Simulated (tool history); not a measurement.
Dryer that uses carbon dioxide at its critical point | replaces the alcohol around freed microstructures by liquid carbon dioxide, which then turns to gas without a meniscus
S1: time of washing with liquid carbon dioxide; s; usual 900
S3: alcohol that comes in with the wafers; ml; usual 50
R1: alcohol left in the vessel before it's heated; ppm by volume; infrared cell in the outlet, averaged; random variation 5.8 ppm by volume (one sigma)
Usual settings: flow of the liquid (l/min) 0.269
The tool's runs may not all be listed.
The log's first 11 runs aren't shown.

{"run": 12, "hour": 99.6, "S1": 900, "flow of the liquid (l/min)": 0.269, "S3": 50, "R1": 240}
{"run": 13, "hour": 109.1, "S1": 900, "flow of the liquid (l/min)": 0.269, "S3": 50, "R1": 243}
{"run": 14, "hour": 115.8, "S1": 900, "flow of the liquid (l/min)": 0.269, "S3": 64, "R1": 294}
{"run": 15, "hour": 126.1, "S1": 900, "flow of the liquid (l/min)": 0.269, "S3": 54, "R1": 261}
{"run": 16, "hour": 132.6, "S1": 900, "flow of the liquid (l/min)": 0.269, "S3": 54, "R1": 262}
{"run": 17, "hour": 144.0, "S1": 900, "flow of the liquid (l/min)": 0.269, "S3": 54, "R1": 256}
{"run": 18, "hour": 154.1, "S1": 900, "flow of the liquid (l/min)": 0.269, "S3": 54, "R1": 256}
{"run": 19, "hour": 161.4, "S1": 780, "flow of the liquid (l/min)": 0.269, "S3": 50, "R1": 523}
{"run": 20, "hour": 170.9, "S1": 900, "flow of the liquid (l/min)": 0.269, "S3": 50, "R1": 254}
{"run": 21, "hour": 182.1, "S1": 900, "flow of the liquid (l/min)": 0.269, "S3": 50, "R1": 261}
{"run": 22, "hour": 194.1, "S1": 900, "flow of the liquid (l/min)": 0.269, "S3": 50, "R1": 260}
{"run": 23, "hour": 199.7, "S1": 900, "flow of the liquid (l/min)": 0.269, "S3": 50, "R1": 269}
{"run": 24, "hour": 209.3, "S1": 900, "flow of the liquid (l/min)": 0.269, "S3": 53, "R1": 272}
{"run": 25, "hour": 221.9, "S1": 900, "flow of the liquid (l/min)": 0.216, "S3": 25, "R1": 405}
{"run": 26, "hour": 234.1, "S1": 900, "flow of the liquid (l/min)": 0.177, "S3": 105, "R1": 3816}
{"run": 27, "hour": 240.4, "S1": 600, "flow of the liquid (l/min)": 0.44, "S3": 86, "R1": 272}
{"run": 28, "hour": 250.6, "S1": 720, "flow of the liquid (l/min)": 0.301, "S3": 28, "R1": 304}
{"run": 29, "hour": 263.7, "S1": 1320, "flow of the liquid (l/min)": 0.269, "S3": 47, "R1": 58}
{"run": 30, "hour": 269.7, "S1": 780, "flow of the liquid (l/min)": 0.304, "S3": 34, "R1": 231}

Forecast run 31:
{"run": 31, "hour": 275.4, "S1": 780, "flow of the liquid (l/min)": 0.304, "S3": 34, "R1": "?"}

R1: 241 ppm by volume
Without the tool's hidden state the same run would have given R1 165 ppm by volume.
